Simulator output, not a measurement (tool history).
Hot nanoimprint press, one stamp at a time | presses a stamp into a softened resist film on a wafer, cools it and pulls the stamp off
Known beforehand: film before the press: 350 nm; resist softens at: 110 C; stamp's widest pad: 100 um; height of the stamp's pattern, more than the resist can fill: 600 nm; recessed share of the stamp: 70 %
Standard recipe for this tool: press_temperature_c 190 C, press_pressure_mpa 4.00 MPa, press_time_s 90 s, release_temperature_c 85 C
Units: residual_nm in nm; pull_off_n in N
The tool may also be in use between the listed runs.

{"run": 1, "day": 0.0, "press_temperature_c": 190, "press_pressure_mpa": 4.0, "press_time_s": 90, "release_temperature_c": 85, "residual_nm": 154.0, "pull_off_n": 197}
{"run": 2, "day": 0.742, "press_temperature_c": 190, "press_pressure_mpa": 4.0, "press_time_s": 90, "release_temperature_c": 85, "residual_nm": 151.8, "pull_off_n": 213}
{"run": 3, "day": 1.95, "press_temperature_c": 190, "press_pressure_mpa": 4.38, "press_time_s": 90, "release_temperature_c": 85, "residual_nm": 147.4, "pull_off_n": 212}
{"day": 2.575, "done": "stamp cleaned and given a new release coat"}
{"run": 4, "day": 3.175, "press_temperature_c": 190, "press_pressure_mpa": 4.0, "press_time_s": 90, "release_temperature_c": 85, "residual_nm": 152.6, "pull_off_n": 176}
{"run": 5, "day": 3.779, "press_temperature_c": 190, "press_pressure_mpa": 4.0, "press_time_s": 90, "release_temperature_c": 85, "residual_nm": 153.8, "pull_off_n": 187}
{"run": 6, "day": 4.375, "press_temperature_c": 190, "press_pressure_mpa": 4.0, "press_time_s": 90, "release_temperature_c": 85, "residual_nm": 155.2, "pull_off_n": 179}
{"run": 7, "day": 5.212, "press_temperature_c": 190, "press_pressure_mpa": 2.93, "press_time_s": 90, "release_temperature_c": 85, "residual_nm": 173.5, "pull_off_n": 182}
{"run": 8, "day": 6.058, "press_temperature_c": 190, "press_pressure_mpa": 4.0, "press_time_s": 90, "release_temperature_c": 85, "residual_nm": 156.3, "pull_off_n": 184}
{"run": 9, "day": 6.738, "press_temperature_c": 180, "press_pressure_mpa": 4.0, "press_time_s": 90, "release_temperature_c": 85, "residual_nm": 221.0, "pull_off_n": 189}
{"run": 10, "day": 7.992, "press_temperature_c": 180, "press_pressure_mpa": 4.0, "press_time_s": 90, "release_temperature_c": 85, "residual_nm": 222.9, "pull_off_n": 200}
{"run": 11, "day": 8.971, "press_temperature_c": 190, "press_pressure_mpa": 4.0, "press_time_s": 90, "release_temperature_c": 85, "residual_nm": 156.7, "pull_off_n": 204}
{"run": 12, "day": 10.025, "press_temperature_c": 190, "press_pressure_mpa": 4.0, "press_time_s": 70, "release_temperature_c": 85, "residual_nm": 171.0, "pull_off_n": 201}
{"run": 13, "day": 10.975, "press_temperature_c": 190, "press_pressure_mpa": 4.0, "press_time_s": 70, "release_temperature_c": 85, "residual_nm": 172.4, "pull_off_n": 201}
{"run": 14, "day": 11.779, "press_temperature_c": 190, "press_pressure_mpa": 4.0, "press_time_s": 88, "release_temperature_c": 85, "residual_nm": 159.1, "pull_off_n": 215}
{"run": 15, "day": 12.558, "press_temperature_c": 190, "press_pressure_mpa": 4.0, "press_time_s": 88, "release_temperature_c": 85, "residual_nm": 158.4, "pull_off_n": 215}
{"day": 13.421, "done": "stamp cleaned and given a new release coat"}
{"run": 16, "day": 13.562, "press_temperature_c": 180, "press_pressure_mpa": 4.37, "press_time_s": 90, "release_temperature_c": 77, "residual_nm": 223.3, "pull_off_n": 215}
{"day": 13.779, "done": "plate thermocouple calibrated"}
{"run": 17, "day": 14.783, "press_temperature_c": 192, "press_pressure_mpa": 3.0, "press_time_s": 90, "release_temperature_c": 76, "residual_nm": 166.5, "pull_off_n": 225}
{"run": 18, "day": 15.821, "press_temperature_c": 199, "press_pressure_mpa": 3.33, "press_time_s": 56, "release_temperature_c": 85, "residual_nm": 151.0, "pull_off_n": 188}
{"run": 19, "day": 16.504, "press_temperature_c": 199, "press_pressure_mpa": 3.68, "press_time_s": 56, "release_temperature_c": 91, "residual_nm": 144.7, "pull_off_n": 165}
{"day": 17.879, "done": "plate thermocouple calibrated, once more"}
{"run": 20, "day": 17.879, "press_temperature_c": 183, "press_pressure_mpa": 4.0, "press_time_s": 90, "release_temperature_c": 85, "residual_nm": 194.1, "pull_off_n": 188}
{"run": 21, "day": 18.871, "press_temperature_c": 190, "press_pressure_mpa": 4.31, "press_time_s": 90, "release_temperature_c": 85, "residual_nm": 145.5, "pull_off_n": 197}
{"run": 22, "day": 19.496, "press_temperature_c": 190, "press_pressure_mpa": 4.31, "press_time_s": 90, "release_temperature_c": 85, "residual_nm": 145.0, "pull_off_n": 195}
{"run": 23, "day": 20.862, "press_temperature_c": 183, "press_pressure_mpa": 3.12, "press_time_s": 90, "release_temperature_c": 85, "residual_nm": 211.8, "pull_off_n": 203}
{"run": 24, "day": 21.483, "press_temperature_c": 183, "press_pressure_mpa": 3.12, "press_time_s": 90, "release_temperature_c": 85, "residual_nm": 213.8, "pull_off_n": 204}
{"run": 25, "day": 22.258, "press_temperature_c": 194, "press_pressure_mpa": 3.12, "press_time_s": 90, "release_temperature_c": 87, "residual_nm": 143.5, "pull_off_n": 194}
{"run": 26, "day": 23.571, "press_temperature_c": 194, "press_pressure_mpa": 3.12, "press_time_s": 90, "release_temperature_c": 73, "residual_nm": 143.2, "pull_off_n": 266}
{"day": 24.512, "done": "stamp cleaned and given a new release coat"}
{"run": 27, "day": 24.517, "press_temperature_c": 186, "press_pressure_mpa": 3.12, "press_time_s": 59, "release_temperature_c": 81, "residual_nm": 221.6, "pull_off_n": 183}
{"run": 28, "day": 25.562, "press_temperature_c": 199, "press_pressure_mpa": 2.48, "press_time_s": 135, "release_temperature_c": 78, "residual_nm": 109.6, "pull_off_n": 208}
{"run": 29, "day": 26.596, "press_temperature_c": 194, "press_pressure_mpa": 2.48, "press_time_s": 135, "release_temperature_c": 78, "residual_nm": 133.9, "pull_off_n": 215}
{"run": 30, "day": 27.642, "press_temperature_c": 194, "press_pressure_mpa": 2.48, "press_time_s": 135, "release_temperature_c": 78, "residual_nm": 135.3, "pull_off_n": 215}

Results per run with the tool's hidden condition removed, run-to-run variation unchanged:
What the log doesn't record here: true temperature over the reading, C; pressure that arrives at the usual setting, %; grip of the stamp's worn release coat, % over a new coat's; drift of the gauge itself on residual_nm, %; drift of the gauge itself on pull_off_n, %.
run=1 residual_nm=147.8 pull_off_n=164
run=2 residual_nm=145.3 pull_off_n=174
run=3 residual_nm=140.3 pull_off_n=169
run=4 residual_nm=145.1 pull_off_n=170
run=5 residual_nm=146.0 pull_off_n=179
run=6 residual_nm=147.1 pull_off_n=168
run=7 residual_nm=165.1 pull_off_n=168
run=8 residual_nm=147.3 pull_off_n=167
run=9 residual_nm=210.0 pull_off_n=169
run=10 residual_nm=211.2 pull_off_n=174
run=11 residual_nm=146.5 pull_off_n=174
run=12 residual_nm=159.9 pull_off_n=168
run=13 residual_nm=160.9 pull_off_n=164
run=14 residual_nm=147.6 pull_off_n=173
run=15 residual_nm=146.7 pull_off_n=171
run=16 residual_nm=208.2 pull_off_n=208
run=17 residual_nm=150.9 pull_off_n=210
run=18 residual_nm=136.6 pull_off_n=170
run=19 residual_nm=130.2 pull_off_n=146
run=20 residual_nm=191.2 pull_off_n=172
run=21 residual_nm=142.2 pull_off_n=177
run=22 residual_nm=141.5 pull_off_n=173
run=23 residual_nm=208.0 pull_off_n=175
run=24 residual_nm=209.7 pull_off_n=173
run=25 residual_nm=139.7 pull_off_n=163
run=26 residual_nm=139.0 pull_off_n=217
run=27 residual_nm=216.2 pull_off_n=181
run=28 residual_nm=106.1 pull_off_n=201
run=29 residual_nm=129.4 pull_off_n=204
run=30 residual_nm=130.3 pull_off_n=199
